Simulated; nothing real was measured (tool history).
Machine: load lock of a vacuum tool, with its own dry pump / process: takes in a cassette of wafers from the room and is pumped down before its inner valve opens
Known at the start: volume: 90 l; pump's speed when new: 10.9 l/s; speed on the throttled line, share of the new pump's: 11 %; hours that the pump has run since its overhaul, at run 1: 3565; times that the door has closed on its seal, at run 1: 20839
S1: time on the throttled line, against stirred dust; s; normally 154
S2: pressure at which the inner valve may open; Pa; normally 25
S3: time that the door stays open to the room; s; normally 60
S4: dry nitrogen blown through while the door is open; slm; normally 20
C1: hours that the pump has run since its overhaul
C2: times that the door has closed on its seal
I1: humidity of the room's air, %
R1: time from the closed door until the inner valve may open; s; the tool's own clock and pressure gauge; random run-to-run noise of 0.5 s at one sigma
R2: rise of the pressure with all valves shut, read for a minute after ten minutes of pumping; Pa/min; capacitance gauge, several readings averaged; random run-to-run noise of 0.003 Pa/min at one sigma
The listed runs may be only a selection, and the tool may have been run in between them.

run    hour   S1  S2  S3  S4    C1     C2    I1     R1     R2
  1       0  154  25  60  20  3565  20839  45.1  205.6  0.018
  2   278.6  154  25  60  20  3844  21539  47.3  205.8  0.019
      387.7  -- door's seal changed, seat wiped
  3   543.9  154  25  60  20  4108    392  45.8  205.7  0.015
  4   728.4  154  25  60  20  4292    856  48.6  205.9  0.018
  5   965.8  154  25  60  20  4530   1452  49.1  206.4  0.021
  6  1270.3   90  25  60  20  4834   2217  44.3  148.7  0.016
  7  1496.1   90  25  60  20  5060   2785  47.7  149.2  0.017
  8    1774   90  25  60  20  5338   3483  44.1    149  0.016
  9  2003.7   90  25  60  20  5568   4060  44.9  149.7  0.015
 10  2300.4   90  25  60  20  5864   4805    46  148.7  0.018
 11  2612.2   90  25  60  20  6176   5589  46.8  148.9  0.014
 12  2920.7  154  25  74  20  6485   6364  45.4  206.5   0.02
 13  3220.2  154  48  60  20  6784   7116  48.4  200.3  0.024
 14  3540.2  154  48  60  20  7104   7921    46  199.9  0.019
 15    3774   80  25  49  20  7338   8508    42  140.1  0.012
 16  3989.8  132  25  60   5  7554   9050  48.5  186.1  0.042
 17  4292.3  265  24  60  24  7856   9810  44.7  305.9  0.011
 18  4597.7  265  24  60  24  8162  10578  46.3    306  0.018

The next listed run, before its measurement:
 19  4778.9  254  31  60  20  8343  11033  41.9   ?   ?

For run 19 the tool returned R1 293.3 s, R2 0.021 Pa/min.
With no hidden state in the tool, this same run would have given R1 293.3 s, R2 0.02 Pa/min.
